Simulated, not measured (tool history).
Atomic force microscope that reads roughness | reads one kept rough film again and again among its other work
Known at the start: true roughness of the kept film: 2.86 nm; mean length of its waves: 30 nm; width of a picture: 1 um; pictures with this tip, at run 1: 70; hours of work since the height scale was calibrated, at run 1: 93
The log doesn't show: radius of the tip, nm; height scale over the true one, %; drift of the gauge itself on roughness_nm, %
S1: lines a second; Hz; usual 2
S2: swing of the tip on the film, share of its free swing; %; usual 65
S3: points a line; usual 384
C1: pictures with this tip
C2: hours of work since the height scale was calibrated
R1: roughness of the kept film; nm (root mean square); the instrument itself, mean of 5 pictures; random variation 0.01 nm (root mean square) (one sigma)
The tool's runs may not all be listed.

| run | day | S1 | S2 | S3 | C1 | C2 | R1 |
|---|---|---|---|---|---|---|---|
| 1 | 0 | 2 | 65 | 384 | 70 | 93 | 2.3 |
| 2 | 0.288 | 2 | 65 | 527 | 75 | 96 | 2.3 |
| 3 | 0.562 | 2 | 65 | 527 | 81 | 100 | 2.306 |
| 4 | 0.917 | 2 | 65 | 384 | 88 | 104 | 2.311 |
| 5 | 1.267 | 2 | 65 | 384 | 96 | 108 | 2.297 |
| 6 | 1.546 | 2 | 65 | 384 | 101 | 111 | 2.303 |
| 7 | 1.829 | 2 | 65 | 384 | 107 | 114 | 2.317 |
| 8 | 2.179 | 2 | 65 | 384 | 114 | 119 | 2.29 |
| 9 | 2.529 | 2 | 65 | 384 | 121 | 123 | 2.282 |
| 10 | 2.771 | 2 | 65 | 527 | 126 | 126 | 2.28 |
| 11 | 3.117 | 2 | 65 | 527 | 133 | 130 | 2.301 |
| 12 | 3.279 | 2 | 65 | 527 | 137 | 131 | 2.309 |
| 13 | 3.658 | 0.73 | 82 | 484 | 145 | 136 | 2.303 |
| 14 | 3.858 | 1.73 | 65 | 338 | 149 | 138 | 2.314 |

Run 15 comes next. What will it give?
| 15 | 4.15 | 1.73 | 82 | 490 | 155 | 142 | ? |

{"run 15": {"R1": 2.091}}
Without the tool's hidden state the same run would have given R1 2.094 nm (root mean square).
